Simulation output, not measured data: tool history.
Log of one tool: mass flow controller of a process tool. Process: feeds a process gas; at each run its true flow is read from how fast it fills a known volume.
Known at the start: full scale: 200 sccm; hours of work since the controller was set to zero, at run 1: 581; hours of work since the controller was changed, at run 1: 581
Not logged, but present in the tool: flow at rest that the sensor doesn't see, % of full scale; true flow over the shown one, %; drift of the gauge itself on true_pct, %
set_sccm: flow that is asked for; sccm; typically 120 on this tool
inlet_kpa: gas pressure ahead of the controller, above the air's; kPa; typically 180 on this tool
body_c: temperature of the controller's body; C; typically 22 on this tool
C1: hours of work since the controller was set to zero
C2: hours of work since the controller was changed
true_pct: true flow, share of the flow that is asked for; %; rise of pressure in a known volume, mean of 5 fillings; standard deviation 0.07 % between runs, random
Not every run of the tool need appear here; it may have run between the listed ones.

{"run": 1, "day": 0.0, "set_sccm": 120, "inlet_kpa": 180, "body_c": 22, "C1": 581, "C2": 581, "true_pct": 99.47}
{"run": 2, "day": 2.212, "set_sccm": 120, "inlet_kpa": 180, "body_c": 22, "C1": 621, "C2": 621, "true_pct": 99.36}
{"run": 3, "day": 5.642, "set_sccm": 120, "inlet_kpa": 180, "body_c": 22, "C1": 682, "C2": 682, "true_pct": 99.41}
{"run": 4, "day": 9.275, "set_sccm": 120, "inlet_kpa": 180, "body_c": 22, "C1": 748, "C2": 748, "true_pct": 99.43}
{"run": 5, "day": 11.625, "set_sccm": 71, "inlet_kpa": 180, "body_c": 22, "C1": 790, "C2": 790, "true_pct": 98.91}
{"run": 6, "day": 14.542, "set_sccm": 120, "inlet_kpa": 180, "body_c": 22, "C1": 842, "C2": 842, "true_pct": 99.43}
{"run": 7, "day": 16.083, "set_sccm": 120, "inlet_kpa": 180, "body_c": 39, "C1": 870, "C2": 870, "true_pct": 97.8}
{"run": 8, "day": 18.488, "set_sccm": 120, "inlet_kpa": 193, "body_c": 33, "C1": 913, "C2": 913, "true_pct": 98.28}
{"day": 18.796, "done": "controller's zero set anew"}
{"run": 9, "day": 20.329, "set_sccm": 27, "inlet_kpa": 180, "body_c": 22, "C1": 28, "C2": 946, "true_pct": 99.64}
{"run": 10, "day": 23.296, "set_sccm": 120, "inlet_kpa": 180, "body_c": 35, "C1": 81, "C2": 999, "true_pct": 98.44}
{"run": 11, "day": 26.238, "set_sccm": 29, "inlet_kpa": 245, "body_c": 22, "C1": 134, "C2": 1052, "true_pct": 99.41}
{"day": 29.658, "done": "controller's zero set anew, once more"}
{"run": 12, "day": 29.904, "set_sccm": 142, "inlet_kpa": 248, "body_c": 26, "C1": 4, "C2": 1117, "true_pct": 99.06}

Run 13 comes next. What will it give?
{"run": 13, "day": 33.475, "set_sccm": 120, "inlet_kpa": 180, "body_c": 21, "C1": 69, "C2": 1182, "true_pct": "?"}

{"run 13": {"true_pct": 99.5}}
Had the tool carried no hidden state, the very same run would have given true_pct 99.45 %.

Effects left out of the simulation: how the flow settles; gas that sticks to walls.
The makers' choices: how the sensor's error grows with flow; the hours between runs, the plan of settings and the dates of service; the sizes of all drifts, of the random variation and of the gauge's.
